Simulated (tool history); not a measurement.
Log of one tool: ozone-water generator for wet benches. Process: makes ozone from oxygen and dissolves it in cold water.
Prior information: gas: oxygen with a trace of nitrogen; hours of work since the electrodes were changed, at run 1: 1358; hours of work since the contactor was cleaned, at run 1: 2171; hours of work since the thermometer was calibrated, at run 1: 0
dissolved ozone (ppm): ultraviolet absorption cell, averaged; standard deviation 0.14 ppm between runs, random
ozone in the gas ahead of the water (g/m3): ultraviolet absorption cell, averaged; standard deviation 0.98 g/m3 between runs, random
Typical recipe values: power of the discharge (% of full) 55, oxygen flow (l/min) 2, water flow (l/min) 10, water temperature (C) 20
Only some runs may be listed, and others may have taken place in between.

run      day  power of the discharge (% of full)  oxygen flow (l/min)  water flow (l/min)  water temperature (C)  hours of work since the electrodes were changed  hours of work since the contactor was cleaned  hours of work since the thermometer was calibrated  dissolved ozone (ppm)  ozone in the gas ahead of the water (g/m3)
  1        0                                  55                    2                  10                     20                                             1358                                           2171                                                   0                   15.9                                       162.7
  2    4.571                                  55                    2                  10                     20                                             1446                                           2260                                                  88                   16.1                                       159.1
  3    7.133                                  62                    2                  10                     20                                             1496                                           2309                                                 138                   17.5                                       175.1
  4   10.754                                  62                    2                  10                     20                                             1565                                           2379                                                 207                   17.2                                       174.8
  5   15.262                                  55                    2                  10                     20                                             1652                                           2466                                                 294                   15.6                                       160.8
  6   19.329                                  55                    2                  10                     20                                             1731                                           2544                                                 373                   15.8                                       160.1
  7   22.971                                  55                 1.05                  10                     20                                             1801                                           2615                                                 443                   12.7                                       196.6
  8   27.525                                  55                 1.05                  10                     20                                             1889                                           2702                                                 531                   12.5                                       196.5
  9   29.838                                  55                 1.05                  10                     20                                             1934                                           2747                                                 576                   12.7                                       196.2
 10   33.208                                  55                 1.05                  10                     20                                             1999                                           2812                                                 641                   12.5                                       196.5
 11   35.446                                  55                    2                  10                     20                                             2042                                           2855                                                 684                   15.4                                       159.3
 12   39.004                                  55                    2                  10                     20                                             2110                                           2924                                                 752                   15.4                                         159
 13   43.833                                  55                    2                  10                     20                                             2203                                           3017                                                 846                   15.6                                       158.8
 14   49.017                                  55                    2                  10                     20                                             2303                                           3117                                                 946                   15.3                                       157.4
 15   52.454                                  55                    2                  10                     18                                             2370                                           3183                                                1012                   15.7                                         157
      52.929  -- contactor cleaned
 16   55.738                                  55                    2                  10                     18                                             2430                                             54                                                1072                   15.2                                         157
 17   58.954                                  55                    2                  10                     18                                             2492                                            116                                                1134                   15.4                                       156.5
 18   63.567                                  47                  1.1                  11                     15                                             2581                                            205                                                1223                   10.2                                       167.7
 19   66.138                                  47                  1.1                  11                     15                                             2630                                            255                                                1273                   10.3                                       167.4
 20   69.358                                  47                  1.1                  11                     15                                             2693                                            317                                                1335                   10.3                                       169.8
 21    73.85                                  47                  1.1                  11                     15                                             2779                                            404                                                1421                   10.3                                       168.5
      74.871  -- contactor cleaned, once more
 22   79.171                                  82                  1.1                  10                     17                                             2879                                             83                                                1521                   17.2                                       247.5
 23   83.558                                  82                  1.1                  10                     17                                             2963                                            168                                                1605                   17.1                                       246.7
 24   87.208                                  55                    2                  10                     27                                             3034                                            238                                                1676                     14                                       152.5
 25   90.746                                  55                    2                  10                     27                                             3102                                            306                                                1744                   13.9                                       151.4
 26   95.592                                  95                 3.32                  10                     23                                             3195                                            400                                                1837                   23.3                                       188.6
 27   98.012                                  81                 2.06                  10                     13                                             3242                                            446                                                1884                   21.8                                       197.4
 28  100.688                                  60                 1.92                   6                     18                                             3294                                            498                                                1936                   23.5                                       163.2
 29  103.679                                  42                    2                   8                     20                                             3351                                            556                                                1993                   14.9                                       124.2
 30  108.046                                  64                 1.01                   8                     27                                             3436                                            640                                                2078                   15.1                                       210.1
 31  112.296                                  55                 2.98                  10                     20                                             3518                                            722                                                2160                   16.3                                       132.6
 32  116.092                                  40                    2                   8                     14                                             3591                                            795                                                2233                   15.5                                       120.7

Hidden condition of the tool, last listed run before each entry between runs versus first listed run after:
From run 15 to run 16: contactor cleaned (day 52.929)
  yield of the discharge, % of new electrodes': 91.1 -> 90.9; contactor's efficiency, % of a clean one's: 93.2 -> 88.3
  the result without the hidden state subtracted from the measured one, dissolved ozone (ppm): -1.7 -> -2.1; ozone in the gas ahead of the water (g/m3): -12.4 -> -12.7
From run 21 to run 22: contactor cleaned, once more (day 74.871)
  yield of the discharge, % of new electrodes': 89.6 -> 89.3; contactor's efficiency, % of a clean one's: 87.6 -> 99.7; true water temperature over the reading, C: 0.18 -> 0.19
  the result without the hidden state subtracted from the measured one, dissolved ozone (ppm): -1.5 -> -2.4; ozone in the gas ahead of the water (g/m3): -13.5 -> -33.6
